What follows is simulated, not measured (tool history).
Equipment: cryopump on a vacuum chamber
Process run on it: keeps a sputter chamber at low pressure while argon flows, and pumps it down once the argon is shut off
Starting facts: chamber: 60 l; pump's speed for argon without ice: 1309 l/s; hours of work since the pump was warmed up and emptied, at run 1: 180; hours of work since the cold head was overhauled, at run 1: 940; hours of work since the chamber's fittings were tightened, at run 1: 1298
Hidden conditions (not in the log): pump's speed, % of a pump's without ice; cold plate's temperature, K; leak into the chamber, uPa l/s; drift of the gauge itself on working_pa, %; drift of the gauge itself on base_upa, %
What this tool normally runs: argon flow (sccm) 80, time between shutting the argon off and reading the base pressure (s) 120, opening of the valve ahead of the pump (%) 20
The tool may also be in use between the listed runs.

| run | day | argon flow (sccm) | time between shutting the argon off and reading the base pressure (s) | opening of the valve ahead of the pump (%) | hours of work since the pump was warmed up and emptied | hours of work since the cold head was overhauled | hours of work since the chamber's fittings were tightened | pressure while argon flows (Pa) | pressure after the wait (uPa) |
|---|---|---|---|---|---|---|---|---|---|
| 1 | 0.000 | 80 | 120 | 20 | 180 | 940 | 1298 | 0.5283 | 2.34 |
| 2 | 2.871 | 80 | 120 | 20 | 233 | 993 | 1351 | 0.5318 | 2.39 |
| 3 | 5.783 | 80 | 120 | 20 | 287 | 1047 | 1405 | 0.5363 | 2.58 |
|  | 7.925 | pump warmed up, emptied and cooled again |
| 4 | 7.925 | 80 | 120 | 20 | 0 | 1083 | 1441 | 0.5187 | 2.28 |
| 5 | 11.088 | 80 | 120 | 20 | 59 | 1142 | 1500 | 0.5217 | 2.45 |
| 6 | 13.542 | 80 | 120 | 20 | 104 | 1187 | 1546 | 0.5238 | 2.55 |
| 7 | 15.396 | 58 | 120 | 20 | 139 | 1222 | 1580 | 0.3810 | 2.68 |
| 8 | 17.779 | 58 | 120 | 20 | 183 | 1266 | 1624 | 0.3854 | 2.74 |
| 9 | 21.150 | 80 | 120 | 20 | 246 | 1329 | 1687 | 0.5362 | 2.90 |
| 10 | 23.458 | 80 | 120 | 20 | 289 | 1372 | 1730 | 0.5387 | 3.04 |
| 11 | 25.267 | 80 | 119 | 20 | 322 | 1405 | 1764 | 0.5430 | 3.14 |
|  | 25.625 | pump warmed up, emptied and cooled again |
| 12 | 27.175 | 80 | 120 | 45 | 29 | 1437 | 1795 | 0.2338 | 2.77 |
| 13 | 28.917 | 104 | 72 | 48 | 61 | 1469 | 1828 | 0.2884 | 3.09 |
| 14 | 31.979 | 80 | 84 | 20 | 118 | 1526 | 1885 | 0.5256 | 3.14 |
| 15 | 35.354 | 152 | 28 | 30 | 181 | 1589 | 1947 | 0.6814 | 4.49 |
| 16 | 37.446 | 152 | 28 | 30 | 220 | 1628 | 1986 | 0.6915 | 4.51 |
| 17 | 39.512 | 94 | 120 | 30 | 258 | 1666 | 2025 | 0.4290 | 3.40 |
| 18 | 41.554 | 157 | 148 | 58 | 296 | 1704 | 2062 | 0.3946 | 3.52 |
|  | 43.275 | pump warmed up, emptied and cooled again |
| 19 | 44.012 | 100 | 165 | 20 | 14 | 1746 | 2104 | 0.6518 | 2.95 |
|  | 46.004 | leaking fittings of the chamber tightened, without venting |
| 20 | 46.546 | 87 | 120 | 25 | 59 | 1791 | 10 | 0.4577 | 0.61 |
| 21 | 49.946 | 87 | 120 | 25 | 122 | 1855 | 73 | 0.4594 | 0.69 |

Alternative continuations, all from the tool just after run 21; predict every row:
| A | 52.404 | 38 | 85 | 20 | 168 | 1900 | 119 | ? | ? |
| B | 52.404 | 41 | 22 | 25 | 168 | 1900 | 119 | ? | ? |
| C | 52.404 | 37 | 120 | 18 | 168 | 1900 | 119 | ? | ? |
| D | 52.404 | 121 | 255 | 51 | 168 | 1900 | 119 | ? | ? |
| E | 52.404 | 33 | 120 | 31 | 168 | 1900 | 119 | ? | ? |

| run | pressure while argon flows (Pa) | pressure after the wait (uPa) |
|---|---|---|
| A | 0.2522 | 0.94 |
| B | 0.2182 | 2.38 |
| C | 0.2742 | 0.79 |
| D | 0.3269 | 0.57 |
| E | 0.1436 | 0.76 |
What these runs would have given with no unlogged condition in the tool:
| run | pressure while argon flows (Pa) | pressure after the wait (uPa) |
|---|---|---|
| A | 0.2460 | 0.75 |
| B | 0.2114 | 2.18 |
| C | 0.2681 | 0.59 |
| D | 0.3070 | 0.37 |
| E | 0.1382 | 0.57 |

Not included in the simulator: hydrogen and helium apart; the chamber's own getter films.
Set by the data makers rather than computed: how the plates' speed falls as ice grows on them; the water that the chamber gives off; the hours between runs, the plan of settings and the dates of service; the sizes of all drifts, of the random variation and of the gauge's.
